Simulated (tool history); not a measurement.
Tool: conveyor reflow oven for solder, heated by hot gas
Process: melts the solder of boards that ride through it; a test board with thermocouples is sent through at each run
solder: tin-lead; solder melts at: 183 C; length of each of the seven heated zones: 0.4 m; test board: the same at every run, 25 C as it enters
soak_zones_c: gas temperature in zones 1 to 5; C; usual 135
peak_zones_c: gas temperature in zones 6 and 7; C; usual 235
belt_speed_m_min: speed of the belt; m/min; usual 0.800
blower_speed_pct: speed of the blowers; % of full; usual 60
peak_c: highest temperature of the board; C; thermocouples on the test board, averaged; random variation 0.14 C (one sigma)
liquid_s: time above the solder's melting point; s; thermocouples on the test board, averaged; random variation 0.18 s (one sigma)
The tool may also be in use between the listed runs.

run	hour	soak_zones_c	peak_zones_c	belt_speed_m_min	blower_speed_pct	peak_c	liquid_s
1	0.0	135	235	0.800	60	212.0	39.9
2	6.8	135	248	0.800	60	222.8	46.5
3	15.0	135	235	0.800	60	211.9	39.5
4	25.2	135	235	0.800	60	212.0	39.6
5	33.2	135	235	0.800	60	211.9	39.6
6	43.7	135	235	0.800	60	212.1	39.7
7	55.8	135	235	0.800	60	211.7	39.8
8	62.0	135	235	0.800	60	211.8	39.8
9	70.9	135	235	0.800	60	211.5	39.4
10	79.3	135	235	0.800	60	211.9	39.5
11	85.6	135	232	0.800	60	209.2	37.6
12	94.0	135	232	0.800	60	209.3	37.0
# hour 101.2: flux residue cleaned out of gas plates and filters
13	112.2	135	232	0.800	60	210.3	38.8
14	123.9	135	232	0.800	59	209.8	38.3
15	133.3	135	244	0.810	60	219.5	44.5
16	145.3	124	235	0.694	74	219.1	49.6
17	154.7	124	235	0.724	74	217.5	46.3
18	162.8	134	249	0.777	60	225.2	49.4
19	176.1	134	249	0.777	60	225.3	49.3
20	188.7	135	235	0.800	51	209.4	37.5
21	199.0	135	235	0.800	51	209.3	37.4
22	211.1	135	235	0.800	51	209.4	37.5

Run 23 comes next. What will it give?
23	219.4	140	235	0.800	86	?	?

Run 23 gave peak_c 219.0 C, liquid_s 46.7 s.
Without the tool's hidden state the same run would have given peak_c 219.6 C, liquid_s 46.9 s.

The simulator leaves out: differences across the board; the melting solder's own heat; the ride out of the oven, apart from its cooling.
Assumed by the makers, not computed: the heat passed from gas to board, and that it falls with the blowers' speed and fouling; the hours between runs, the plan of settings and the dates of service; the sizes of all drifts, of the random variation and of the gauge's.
